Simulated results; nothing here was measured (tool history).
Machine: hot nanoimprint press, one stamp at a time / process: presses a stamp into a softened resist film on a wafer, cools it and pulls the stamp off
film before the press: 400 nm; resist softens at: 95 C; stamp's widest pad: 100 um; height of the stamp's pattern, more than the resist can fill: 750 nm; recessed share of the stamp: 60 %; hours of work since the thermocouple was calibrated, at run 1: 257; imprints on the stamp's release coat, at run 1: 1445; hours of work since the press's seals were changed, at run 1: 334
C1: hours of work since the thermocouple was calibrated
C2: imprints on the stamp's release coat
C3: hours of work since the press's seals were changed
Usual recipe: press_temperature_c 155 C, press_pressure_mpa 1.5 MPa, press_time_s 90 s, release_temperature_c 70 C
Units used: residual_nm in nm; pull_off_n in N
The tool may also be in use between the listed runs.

{"run": 1, "day": 0.0, "press_temperature_c": 155, "press_pressure_mpa": 1.5, "press_time_s": 90, "release_temperature_c": 70, "C1": 257, "C2": 1445, "C3": 334, "residual_nm": 152.9, "pull_off_n": 220}
{"run": 2, "day": 0.762, "press_temperature_c": 155, "press_pressure_mpa": 1.5, "press_time_s": 90, "release_temperature_c": 70, "C1": 270, "C2": 1516, "C3": 346, "residual_nm": 150.2, "pull_off_n": 220}
{"run": 3, "day": 2.062, "press_temperature_c": 155, "press_pressure_mpa": 1.5, "press_time_s": 90, "release_temperature_c": 70, "C1": 291, "C2": 1636, "C3": 368, "residual_nm": 153.8, "pull_off_n": 232}
{"run": 4, "day": 2.783, "press_temperature_c": 155, "press_pressure_mpa": 1.5, "press_time_s": 90, "release_temperature_c": 70, "C1": 303, "C2": 1703, "C3": 380, "residual_nm": 152.9, "pull_off_n": 237}
{"run": 5, "day": 3.4, "press_temperature_c": 155, "press_pressure_mpa": 1.5, "press_time_s": 90, "release_temperature_c": 70, "C1": 313, "C2": 1760, "C3": 390, "residual_nm": 154.1, "pull_off_n": 242}
{"day": 3.975, "done": "stamp cleaned and given a new release coat"}
{"run": 6, "day": 4.458, "press_temperature_c": 155, "press_pressure_mpa": 1.5, "press_time_s": 90, "release_temperature_c": 70, "C1": 327, "C2": 45, "C3": 403, "residual_nm": 153.6, "pull_off_n": 178}
{"run": 7, "day": 5.883, "press_temperature_c": 155, "press_pressure_mpa": 1.5, "press_time_s": 90, "release_temperature_c": 70, "C1": 350, "C2": 177, "C3": 427, "residual_nm": 155, "pull_off_n": 187}
{"run": 8, "day": 6.9, "press_temperature_c": 155, "press_pressure_mpa": 1.5, "press_time_s": 90, "release_temperature_c": 70, "C1": 367, "C2": 271, "C3": 443, "residual_nm": 155.9, "pull_off_n": 177}
{"run": 9, "day": 7.546, "press_temperature_c": 155, "press_pressure_mpa": 1.5, "press_time_s": 90, "release_temperature_c": 70, "C1": 377, "C2": 330, "C3": 454, "residual_nm": 158.7, "pull_off_n": 191}
{"run": 10, "day": 8.342, "press_temperature_c": 155, "press_pressure_mpa": 1.5, "press_time_s": 90, "release_temperature_c": 70, "C1": 391, "C2": 404, "C3": 467, "residual_nm": 154.9, "pull_off_n": 192}
{"run": 11, "day": 9.317, "press_temperature_c": 155, "press_pressure_mpa": 1.5, "press_time_s": 90, "release_temperature_c": 71, "C1": 407, "C2": 494, "C3": 483, "residual_nm": 156.6, "pull_off_n": 183}
{"run": 12, "day": 9.917, "press_temperature_c": 156, "press_pressure_mpa": 1.5, "press_time_s": 90, "release_temperature_c": 70, "C1": 416, "C2": 550, "C3": 493, "residual_nm": 149.7, "pull_off_n": 196}
{"run": 13, "day": 10.612, "press_temperature_c": 155, "press_pressure_mpa": 1.5, "press_time_s": 90, "release_temperature_c": 70, "C1": 428, "C2": 614, "C3": 505, "residual_nm": 157.4, "pull_off_n": 193}
{"run": 14, "day": 11.217, "press_temperature_c": 155, "press_pressure_mpa": 1.5, "press_time_s": 90, "release_temperature_c": 76, "C1": 438, "C2": 670, "C3": 515, "residual_nm": 156.9, "pull_off_n": 175}
{"run": 15, "day": 12.438, "press_temperature_c": 155, "press_pressure_mpa": 1.5, "press_time_s": 90, "release_temperature_c": 76, "C1": 458, "C2": 783, "C3": 535, "residual_nm": 160.7, "pull_off_n": 183}
{"day": 13.158, "done": "plate thermocouple calibrated"}
{"run": 16, "day": 13.654, "press_temperature_c": 153, "press_pressure_mpa": 1.5, "press_time_s": 117, "release_temperature_c": 65, "C1": 8, "C2": 884, "C3": 553, "residual_nm": 141.4, "pull_off_n": 214}
{"run": 17, "day": 14.821, "press_temperature_c": 153, "press_pressure_mpa": 1.59, "press_time_s": 55, "release_temperature_c": 67, "C1": 27, "C2": 992, "C3": 572, "residual_nm": 184, "pull_off_n": 215}
{"run": 18, "day": 15.696, "press_temperature_c": 153, "press_pressure_mpa": 1.59, "press_time_s": 57, "release_temperature_c": 72, "C1": 42, "C2": 1073, "C3": 586, "residual_nm": 181.8, "pull_off_n": 198}
{"run": 19, "day": 16.533, "press_temperature_c": 155, "press_pressure_mpa": 1.3, "press_time_s": 49, "release_temperature_c": 65, "C1": 56, "C2": 1150, "C3": 600, "residual_nm": 195.9, "pull_off_n": 222}
{"run": 20, "day": 17.971, "press_temperature_c": 165, "press_pressure_mpa": 1.3, "press_time_s": 49, "release_temperature_c": 71, "C1": 79, "C2": 1283, "C3": 624, "residual_nm": 130.8, "pull_off_n": 207}
{"run": 21, "day": 19.4, "press_temperature_c": 165, "press_pressure_mpa": 1.3, "press_time_s": 49, "release_temperature_c": 71, "C1": 103, "C2": 1416, "C3": 647, "residual_nm": 130.4, "pull_off_n": 211}
{"run": 22, "day": 20.321, "press_temperature_c": 165, "press_pressure_mpa": 1.3, "press_time_s": 49, "release_temperature_c": 71, "C1": 118, "C2": 1501, "C3": 662, "residual_nm": 131.3, "pull_off_n": 220}
{"run": 23, "day": 21.304, "press_temperature_c": 162, "press_pressure_mpa": 1.3, "press_time_s": 56, "release_temperature_c": 71, "C1": 134, "C2": 1592, "C3": 679, "residual_nm": 141.9, "pull_off_n": 219}
{"run": 24, "day": 22.492, "press_temperature_c": 153, "press_pressure_mpa": 1.84, "press_time_s": 145, "release_temperature_c": 70, "C1": 154, "C2": 1702, "C3": 698, "residual_nm": 122.3, "pull_off_n": 228}
{"day": 23.633, "done": "stamp cleaned and given a new release coat"}
{"run": 25, "day": 24.079, "press_temperature_c": 153, "press_pressure_mpa": 1.84, "press_time_s": 145, "release_temperature_c": 70, "C1": 176, "C2": 42, "C3": 720, "residual_nm": 121.9, "pull_off_n": 173}
{"run": 26, "day": 25.071, "press_temperature_c": 153, "press_pressure_mpa": 1.84, "press_time_s": 150, "release_temperature_c": 70, "C1": 192, "C2": 134, "C3": 737, "residual_nm": 120.3, "pull_off_n": 177}
{"run": 27, "day": 26.279, "press_temperature_c": 165, "press_pressure_mpa": 1.61, "press_time_s": 117, "release_temperature_c": 70, "C1": 212, "C2": 245, "C3": 756, "residual_nm": 84.3, "pull_off_n": 185}
{"run": 28, "day": 27.154, "press_temperature_c": 165, "press_pressure_mpa": 1.61, "press_time_s": 117, "release_temperature_c": 70, "C1": 226, "C2": 326, "C3": 771, "residual_nm": 83.5, "pull_off_n": 183}
{"run": 29, "day": 27.996, "press_temperature_c": 165, "press_pressure_mpa": 1.92, "press_time_s": 56, "release_temperature_c": 70, "C1": 240, "C2": 404, "C3": 785, "residual_nm": 104.9, "pull_off_n": 193}

4 options for the next run, each taken on its own from the tool as it stands now. Forecast them:
{"run": "A", "day": 28.696, "press_temperature_c": 165, "press_pressure_mpa": 0.97, "press_time_s": 56, "release_temperature_c": 70, "C1": 252, "C2": 469, "C3": 796, "residual_nm": "?", "pull_off_n": "?"}
{"run": "B", "day": 28.696, "press_temperature_c": 165, "press_pressure_mpa": 1.93, "press_time_s": 76, "release_temperature_c": 70, "C1": 252, "C2": 469, "C3": 796, "residual_nm": "?", "pull_off_n": "?"}
{"run": "C", "day": 28.696, "press_temperature_c": 157, "press_pressure_mpa": 1.92, "press_time_s": 56, "release_temperature_c": 61, "C1": 252, "C2": 469, "C3": 796, "residual_nm": "?", "pull_off_n": "?"}
{"run": "D", "day": 28.696, "press_temperature_c": 155, "press_pressure_mpa": 1.76, "press_time_s": 87, "release_temperature_c": 70, "C1": 252, "C2": 469, "C3": 796, "residual_nm": "?", "pull_off_n": "?"}

run=A residual_nm=150 pull_off_n=177
run=B residual_nm=91.7 pull_off_n=191
run=C residual_nm=146.6 pull_off_n=224
run=D residual_nm=142.4 pull_off_n=193
Had the tool no hidden state, the same runs would have come out as:
run=A residual_nm=143.3 pull_off_n=160
run=B residual_nm=86.4 pull_off_n=174
run=C residual_nm=138.1 pull_off_n=204
run=D residual_nm=134.1 pull_off_n=175
